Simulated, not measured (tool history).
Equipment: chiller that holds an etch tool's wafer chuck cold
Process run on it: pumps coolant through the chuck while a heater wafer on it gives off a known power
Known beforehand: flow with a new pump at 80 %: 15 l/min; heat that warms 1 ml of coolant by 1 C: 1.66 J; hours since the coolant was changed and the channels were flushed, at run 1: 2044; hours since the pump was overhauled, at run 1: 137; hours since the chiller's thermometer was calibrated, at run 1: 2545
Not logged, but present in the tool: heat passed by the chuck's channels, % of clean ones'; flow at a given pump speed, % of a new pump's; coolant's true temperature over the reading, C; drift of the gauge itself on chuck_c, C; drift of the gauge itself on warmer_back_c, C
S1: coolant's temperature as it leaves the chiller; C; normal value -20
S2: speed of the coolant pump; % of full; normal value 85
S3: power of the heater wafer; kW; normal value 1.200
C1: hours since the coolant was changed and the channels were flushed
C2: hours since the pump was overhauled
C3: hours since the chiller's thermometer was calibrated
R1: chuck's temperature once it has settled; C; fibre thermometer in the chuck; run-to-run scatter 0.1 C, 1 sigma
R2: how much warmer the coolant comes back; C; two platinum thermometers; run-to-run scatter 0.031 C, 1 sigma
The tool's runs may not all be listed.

run 1 hour=0.0 | S1=-20 S2=85 S3=1.200 | C1=2044 C2=137 C3=2545 | R1=-7.1 R2=2.73
run 2 hour=146.6 | S1=-20 S2=85 S3=1.200 | C1=2190 C2=284 C3=2691 | R1=-6.8 R2=2.71
run 3 hour=304.7 | S1=-20 S2=85 S3=1.200 | C1=2348 C2=442 C3=2850 | R1=-6.8 R2=2.71
run 4 hour=414.5 | S1=-20 S2=85 S3=1.200 | C1=2458 C2=552 C3=2959 | R1=-6.6 R2=2.74
run 5 hour=504.9 | S1=-20 S2=85 S3=1.200 | C1=2549 C2=642 C3=3050 | R1=-6.5 R2=2.71
run 6 hour=602.7 | S1=-20 S2=85 S3=1.200 | C1=2646 C2=740 C3=3148 | R1=-6.6 R2=2.76
run 7 hour=730.1 | S1=-20 S2=85 S3=1.200 | C1=2774 C2=867 C3=3275 | R1=-6.4 R2=2.74
run 8 hour=845.8 | S1=-20 S2=85 S3=0.687 | C1=2890 C2=983 C3=3391 | R1=-12.5 R2=1.55
run 9 hour=923.9 | S1=-20 S2=85 S3=0.687 | C1=2968 C2=1061 C3=3469 | R1=-12.2 R2=1.59
run 10 hour=1085.1 | S1=-20 S2=85 S3=0.687 | C1=3129 C2=1222 C3=3630 | R1=-12.1 R2=1.58
run 11 hour=1230.2 | S1=-25 S2=88 S3=1.509 | C1=3274 C2=1367 C3=3775 | R1=-8.0 R2=3.37
run 12 hour=1390.4 | S1=-25 S2=88 S3=1.509 | C1=3434 C2=1528 C3=3935 | R1=-7.6 R2=3.39
run 13 hour=1535.6 | S1=-14 S2=88 S3=1.535 | C1=3579 C2=1673 C3=4080 | R1=3.7 R2=3.42
run 14 hour=1641.8 | S1=-19 S2=85 S3=0.721 | C1=3686 C2=1779 C3=4187 | R1=-10.8 R2=1.69
run 15 hour=1769.4 | S1=-19 S2=85 S3=0.721 | C1=3813 C2=1907 C3=4314 | R1=-10.5 R2=1.71
run 16 hour=1910.8 | S1=-20 S2=72 S3=0.809 | C1=3955 C2=2048 C3=4456 | R1=-9.1 R2=2.16
run 17 hour=2001.9 | S1=-20 S2=61 S3=0.809 | C1=4046 C2=2139 C3=4547 | R1=-7.4 R2=2.70
run 18 hour=2075.7 | S1=-12 S2=61 S3=1.122 | C1=4120 C2=2213 C3=4621 | R1=5.7 R2=3.67
run 19 hour=2199.8 | S1=-12 S2=72 S3=1.122 | C1=4244 C2=2337 C3=4745 | R1=3.7 R2=3.16
run 20 hour=2350.8 | S1=-12 S2=72 S3=0.781 | C1=4395 C2=2488 C3=4896 | R1=-1.2 R2=2.17

Consider 5 possible next runs. They are alternatives, not a sequence: every one starts from the tool as it was left by run 20. What does each give?
-- hour=2406.8 chiller's thermometer calibrated
run A hour=2470.7 | S1=-11 S2=72 S3=1.603 | C1=4514 C2=2607 C3=64 | R1=? R2=?
-- hour=2406.8 chiller's thermometer calibrated
run B hour=2470.7 | S1=-10 S2=72 S3=0.781 | C1=4514 C2=2607 C3=64 | R1=? R2=?
-- hour=2406.8 chiller's thermometer calibrated
run C hour=2470.7 | S1=-29 S2=68 S3=0.750 | C1=4514 C2=2607 C3=64 | R1=? R2=?
-- hour=2406.8 chiller's thermometer calibrated
run D hour=2470.7 | S1=-23 S2=94 S3=1.108 | C1=4514 C2=2607 C3=64 | R1=? R2=?
-- hour=2406.8 chiller's thermometer calibrated
run E hour=2470.7 | S1=-15 S2=85 S3=1.353 | C1=4514 C2=2607 C3=64 | R1=? R2=?

run=A R1=12.6 R2=4.43
run=B R1=1.4 R2=2.15
run=C R1=-17.7 R2=2.20
run=D R1=-9.8 R2=2.36
run=E R1=2.4 R2=3.18
Without the tool's unlogged condition, the same runs would have read:
run=A R1=7.5 R2=4.25
run=B R1=-1.0 R2=2.06
run=C R1=-20.1 R2=2.11
run=D R1=-12.6 R2=2.26
run=E R1=-1.3 R2=3.05

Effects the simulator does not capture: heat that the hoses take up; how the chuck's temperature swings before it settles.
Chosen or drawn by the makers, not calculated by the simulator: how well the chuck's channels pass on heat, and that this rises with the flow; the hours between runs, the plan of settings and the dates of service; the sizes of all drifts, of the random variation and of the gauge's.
